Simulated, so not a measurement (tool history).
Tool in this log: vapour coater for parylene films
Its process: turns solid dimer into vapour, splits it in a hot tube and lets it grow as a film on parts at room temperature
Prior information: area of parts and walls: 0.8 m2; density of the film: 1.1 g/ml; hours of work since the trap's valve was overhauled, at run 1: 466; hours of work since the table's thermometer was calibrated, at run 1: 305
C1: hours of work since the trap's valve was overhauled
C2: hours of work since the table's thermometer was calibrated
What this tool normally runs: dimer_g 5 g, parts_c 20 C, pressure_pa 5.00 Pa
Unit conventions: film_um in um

Run 1, hour 0.0: usual settings; C1 466; C2 305. Result: film_um 2.91 um.
Run 2, hour 18.0: usual settings; C1 478; C2 317. Result: film_um 2.87 um.
Run 3, hour 45.1: usual settings; C1 497; C2 336. Result: film_um 2.85 um.
Run 4, hour 59.0: usual settings; C1 507; C2 346. Result: film_um 2.85 um.
Run 5, hour 71.5: usual settings; C1 516; C2 354. Result: film_um 2.82 um.
At hour 76.9: trap's valve overhauled.
Run 6, hour 93.0: usual settings; C1 11; C2 367. Result: film_um 2.56 um.
Run 7, hour 116.8: usual settings; C1 28; C2 383. Result: film_um 2.53 um.
Run 8, hour 135.3: usual settings but dimer_g 4 g, parts_c 17 C, pressure_pa 2.82 Pa; C1 41; C2 396. Result: film_um 2.47 um.
Run 9, hour 158.6: usual settings but dimer_g 6 g, parts_c 14 C, pressure_pa 2.82 Pa; C1 57; C2 412. Result: film_um 3.96 um.
At hour 166.9: trap's valve overhauled, once more.
Run 10, hour 184.0: usual settings but dimer_g 3 g, parts_c 28 C; C1 12; C2 427. Result: film_um 1.60 um.
Run 11, hour 206.2: usual settings but dimer_g 3 g, parts_c 28 C; C1 27; C2 443. Result: film_um 1.63 um.
Run 12, hour 231.9: usual settings but dimer_g 9 g, parts_c 31 C; C1 45; C2 461. Result: film_um 4.50 um.

Below are 4 alternative next runs, each starting from the tool's condition after run 12. Predict each:
Run A, hour 250.1: usual settings but dimer_g 9 g, parts_c 32 C; C1 58; C2 473. Result: film_um ?.
Run B, hour 250.1: usual settings but dimer_g 4 g, parts_c 31 C, pressure_pa 7.47 Pa; C1 58; C2 473. Result: film_um ?.
Run C, hour 250.1: usual settings but dimer_g 9 g, parts_c 13 C; C1 58; C2 473. Result: film_um ?.
Run D, hour 250.1: usual settings but dimer_g 7 g, parts_c 31 C; C1 58; C2 473. Result: film_um ?.

run  film_um
  A     4.31
  B     1.80
  C     7.01
  D     3.44
Without the tool's hidden state the same runs would have given:
run  film_um
  A     4.38
  B     1.83
  C     7.12
  D     3.49
